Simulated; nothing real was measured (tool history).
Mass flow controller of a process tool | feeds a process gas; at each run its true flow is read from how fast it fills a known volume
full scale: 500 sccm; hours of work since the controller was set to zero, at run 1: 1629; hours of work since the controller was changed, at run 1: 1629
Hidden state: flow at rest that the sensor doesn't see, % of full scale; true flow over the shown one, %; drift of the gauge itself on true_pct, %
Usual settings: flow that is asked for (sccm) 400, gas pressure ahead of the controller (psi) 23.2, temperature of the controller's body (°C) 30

run	hour	flow that is asked for (sccm)	gas pressure ahead of the controller (psi)	temperature of the controller's body (°C)	hours of work since the controller was set to zero	hours of work since the controller was changed	true flow (%)
1	0	400	23.2	30	1629	1629	100.08
2	54.8	400	23.2	28	1658	1658	100.04
3	115	400	23.2	28	1691	1691	99.91
4	175.7	400	23.2	28	1723	1723	100.12
5	213.4	400	23.2	28	1743	1743	99.99
6	259.9	400	23.2	28	1768	1768	100.03
7	345.7	400	23.2	28	1814	1814	100.08
8	416.7	400	23.2	28	1852	1852	100.13
9	502.5	400	23.2	28	1897	1897	100.17
10	578.5	400	23.2	32	1938	1938	100.55
11	644	400	23.2	30	1973	1973	100.29
12	708.6	264	23.2	30	2008	2008	99.66
13	778.3	264	23.2	30	2045	2045	99.88
14	848.7	400	23.2	30	2082	2082	100.39
15	901.8	400	23.2	30	2111	2111	100.51
16	943.9	400	23.2	30	2133	2133	100.4
17	1026	400	23.2	30	2177	2177	100.36
18	1066	400	23.2	30	2199	2199	100.4
19	1105.3	400	23.2	30	2220	2220	100.46
20	1166.4	400	23.2	30	2252	2252	100.44
21	1240	400	23.2	30	2292	2292	100.38
22	1303.9	400	23.2	30	2326	2326	100.38
23	1344.5	400	23.2	30	2347	2347	100.55
24	1428.8	400	23.2	30	2392	2392	100.56
25	1473.4	400	23.2	22	2416	2416	99.95
26	1519.3	178	23.8	30	2441	2441	100.02

Forecast run 27:
27	1577.2	178	23.8	25	2472	2472	?

true flow (%): 99.61
Without the tool's hidden state the same run would have given true flow (%) 97.66.

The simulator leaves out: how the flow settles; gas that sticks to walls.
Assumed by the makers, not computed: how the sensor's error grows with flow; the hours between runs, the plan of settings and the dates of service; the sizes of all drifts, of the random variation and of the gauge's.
